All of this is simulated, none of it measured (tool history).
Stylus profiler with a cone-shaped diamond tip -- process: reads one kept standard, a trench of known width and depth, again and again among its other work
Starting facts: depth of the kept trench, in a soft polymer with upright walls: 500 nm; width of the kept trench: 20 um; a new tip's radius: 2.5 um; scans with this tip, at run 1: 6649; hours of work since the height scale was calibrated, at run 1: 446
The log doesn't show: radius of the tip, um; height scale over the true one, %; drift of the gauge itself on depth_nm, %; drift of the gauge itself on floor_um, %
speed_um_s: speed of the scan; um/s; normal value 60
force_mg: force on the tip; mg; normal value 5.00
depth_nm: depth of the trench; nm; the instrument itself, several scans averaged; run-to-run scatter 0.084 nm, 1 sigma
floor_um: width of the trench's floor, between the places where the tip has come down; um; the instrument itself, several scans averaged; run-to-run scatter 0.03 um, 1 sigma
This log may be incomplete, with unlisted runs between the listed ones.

run     day  speed_um_s  force_mg  scans with this tip  hours of work since the height scale was calibrated  depth_nm  floor_um
  1   0.000          60      5.00                 6649                                                  446    511.69     16.26
  2   0.992          60      5.00                 6903                                                  463    511.77     16.26
  3   2.000          60      5.00                 7160                                                  480    511.79     16.24
  4   2.604          60      2.23                 7314                                                  490    507.02     16.18
  5   3.458          60      5.00                 7532                                                  505    511.66     16.16
  6   4.267          60      5.00                 7738                                                  519    511.79     16.20
  7   4.879          60      8.82                 7896                                                  529    516.75     16.19
  8   5.571          60      8.82                 8072                                                  541    516.86     16.17
  9   6.133          60      8.82                 8216                                                  550    516.93     16.15
 10   7.212          60      8.82                 8491                                                  569    516.95     16.18
 11   7.925          60      8.82                 8673                                                  581    516.89     16.07
 12   8.862          60      8.82                 8913                                                  597    517.00     16.15
 13   9.925          60      5.00                 9184                                                  615    511.58     16.03
 14  10.412          60      5.00                 9309                                                  624    511.97     16.00
 15  11.054          60      5.00                 9472                                                  635    511.61     16.00
 16  11.858          60      4.32                 9678                                                  648    510.66     15.97
 17  12.796          60      9.61                 9917                                                  664    517.81     15.97
 18  13.708          60      9.61                10151                                                  680    517.96     15.99
 19  14.338          60      9.61                10311                                                  691    517.98     16.02
 20  15.017          15      5.00                10485                                                  703    511.80     16.04
 21  15.900          76     12.89                10710                                                  718    521.70     15.93
 22  16.933          28      8.16                10974                                                  735    516.23     15.95
 23  17.650         130      8.16                11157                                                  748    516.20     15.78
 24  18.208          64     12.60                11300                                                  757    521.48     15.90
 25  18.992          59      2.76                11500                                                  771    508.38     15.78
 26  19.779         228      4.21                11700                                                  784    510.73     15.57
 27  20.846          32      2.55                11973                                                  802    507.93     15.82
 28  21.771          60      2.44                12210                                                  818    507.65     15.75
 29  22.850          60      2.44                12485                                                  837    507.85     15.77
 30  23.729          60      2.44                12710                                                  852    507.79     15.74
 31  24.758          32      6.24                12973                                                  869    513.91     15.88
 32  25.312         176      9.03                13114                                                  879    517.33     15.65
 33  26.058         179      2.67                13304                                                  891    508.15     15.41
 34  27.012          49      4.18                13548                                                  908    510.97     15.74
 35  27.604         148      5.87                13699                                                  918    513.39     15.56
 36  28.225         148      5.87                13858                                                  929    513.40     15.59
 37  28.804          41     13.96                14006                                                  938    523.10     15.71
 38  29.896          52      3.82                14284                                                  957    510.17     15.69

For each run, the measured value with the value that run would have given without the tool's hidden condition subtracted. The run-to-run variation is shared by both, the gauge scatter possibly not:
run  depth_nm  floor_um
  1     +0.45     -0.63
  2     +0.47     -0.66
  3     +0.49     -0.68
  4     +0.50     -0.70
  5     +0.52     -0.71
  6     +0.54     -0.73
  7     +0.56     -0.74
  8     +0.56     -0.76
  9     +0.57     -0.77
 10     +0.59     -0.79
 11     +0.61     -0.81
 12     +0.63     -0.83
 13     +0.64     -0.85
 14     +0.65     -0.86
 15     +0.66     -0.88
 16     +0.67     -0.89
 17     +0.70     -0.92
 18     +0.72     -0.93
 19     +0.73     -0.95
 20     +0.73     -0.96
 21     +0.77     -0.98
 22     +0.78     -1.00
 23     +0.80     -1.02
 24     +0.81     -1.04
 25     +0.81     -1.05
 26     +0.82     -1.07
 27     +0.84     -1.08
 28     +0.85     -1.11
 29     +0.87     -1.13
 30     +0.89     -1.14
 31     +0.92     -1.17
 32     +0.94     -1.18
 33     +0.93     -1.19
 34     +0.96     -1.21
 35     +0.97     -1.22
 36     +0.99     -1.24
 37     +1.01     -1.24
 38     +1.01     -1.26
